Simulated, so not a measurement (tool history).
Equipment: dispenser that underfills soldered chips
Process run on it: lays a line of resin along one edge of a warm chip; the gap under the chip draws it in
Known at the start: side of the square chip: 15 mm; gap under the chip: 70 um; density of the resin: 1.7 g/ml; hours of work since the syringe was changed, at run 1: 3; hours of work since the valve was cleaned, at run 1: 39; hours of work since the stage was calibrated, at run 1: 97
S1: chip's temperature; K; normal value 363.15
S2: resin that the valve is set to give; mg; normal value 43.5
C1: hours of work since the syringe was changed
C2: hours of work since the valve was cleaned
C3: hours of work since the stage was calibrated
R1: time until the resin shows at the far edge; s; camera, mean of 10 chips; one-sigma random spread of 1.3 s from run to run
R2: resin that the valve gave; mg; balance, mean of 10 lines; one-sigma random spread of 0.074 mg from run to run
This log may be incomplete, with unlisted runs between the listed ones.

run   hour      S1    S2  C1  C2   C3     R1     R2
  1    0.0  363.15  43.5   3  39   97  143.8  42.55
  2    4.6  356.15  43.5   6  42  100  225.9  42.53
       7.0  -- new syringe of resin
  3    8.4  356.15  43.5   1  44  103  180.7  42.54
  4   12.2  356.15  43.8   3  47  105  203.5  42.78
  5   14.9  356.15  43.8   5  49  107  215.3  42.71
      18.2  -- new syringe of resin
  6   20.3  363.15  43.5   1  52  110  135.4  42.33
  7   24.0  363.15  43.5   4  54  112  152.5  42.34
  8   27.0  363.15  43.5   6  56  114  167.0  42.33
      29.4  -- new syringe of resin
  9   31.0  363.15  43.5   1  59  117  132.2  42.22
      32.4  -- dispensing valve cleaned and set on the balance
 10   35.1  351.15  43.5   3   2  119  238.5  43.41
 11   39.8  351.15  43.5   6   5  122  276.1  43.36
      41.6  -- new syringe of resin
 12   42.6  363.15  43.5   1   6  123  130.3  43.41
 13   46.5  363.15  43.5   3   9  126  144.5  43.31
 14   49.2  363.15  43.5   5  11  128  157.3  43.28
      52.7  -- new syringe of resin
 15   53.2  363.15  43.5   0  13  130  128.7  43.18
 16   58.3  363.15  43.5   4  16  133  152.8  43.06
 17   63.0  362.15  43.5   7  19  136  182.7  43.03
      64.2  -- new syringe of resin
 18   66.8  356.15  43.5   2  22  139  193.1  42.91
 19   69.3  354.15  39.4   3  23  140  231.1  39.02
 20   72.6  355.15  45.0   5  25  142  241.8  44.42
      75.5  -- new syringe of resin
 21   77.3  355.15  45.0   1  28  145  192.4  44.30
 22   80.3  357.15  53.0   3  30  147  189.0  52.19
 23   84.0  354.15  53.0   6  32  149  240.5  52.16
      86.7  -- new syringe of resin
 24   88.9  353.15  52.0   1  35  152  206.1  51.11
 25   94.0  358.15  41.0   5  39  156  200.1  40.29
 26   97.3  378.15  43.8   7  41  158   97.4  43.02
      98.0  -- new syringe of resin
 27  102.4  378.15  43.8   3  44  161   82.0  42.89
 28  106.9  354.15  38.4   6  47  164  246.5  37.58
     109.2  -- new syringe of resin
 29  110.1  354.15  38.4   1  49  166  199.0  37.52
 30  113.0  354.15  38.4   2  50  167  215.8  37.30
 31  116.5  354.15  38.4   5  53  170  239.5  37.43
 32  119.7  354.15  38.4   7  55  172  267.7  37.52
     120.5  -- new syringe of resin
 33  123.6  354.15  38.4   2  57  174  212.2  37.28
     127.2  -- dispensing valve cleaned and set on the balance
 34  129.4  356.15  51.5   5   1  177  220.0  51.43
     132.7  -- new syringe of resin
 35  133.0  356.15  51.5   0   4  179  169.3  51.37

Selected run-to-run steps in R1, each split into two signed amounts: the part the tool would show with no hidden state at all (from settings, incoming material and random variation), and the remainder, which goes to the hidden state together with any gauge scatter not common to the measured and the hidden-state-free results:
Hidden state present: resin's viscosity, % of fresh resin's; dose that the valve gives, % of what is set; true chip temperature over the reading, C; drift of the gauge itself on fill_s, %; drift of the gauge itself on given_mg, %.
Run 9 -> 10: S1 363.15 -> 351.15, dispensing valve cleaned and set on the balance. R1 +106.3 s: hidden state +26.0, all else +80.3.
Run 11 -> 12: S1 351.15 -> 363.15, new syringe of resin. R1 -145.8 s: hidden state -63.7, all else -82.1.
Run 27 -> 28: S1 378.15 -> 354.15, S2 43.8 -> 38.4. R1 +164.5 s: hidden state +52.6, all else +111.9.
Run 32 -> 33: new syringe of resin. R1 -55.5 s: hidden state -52.8, all else -2.7.
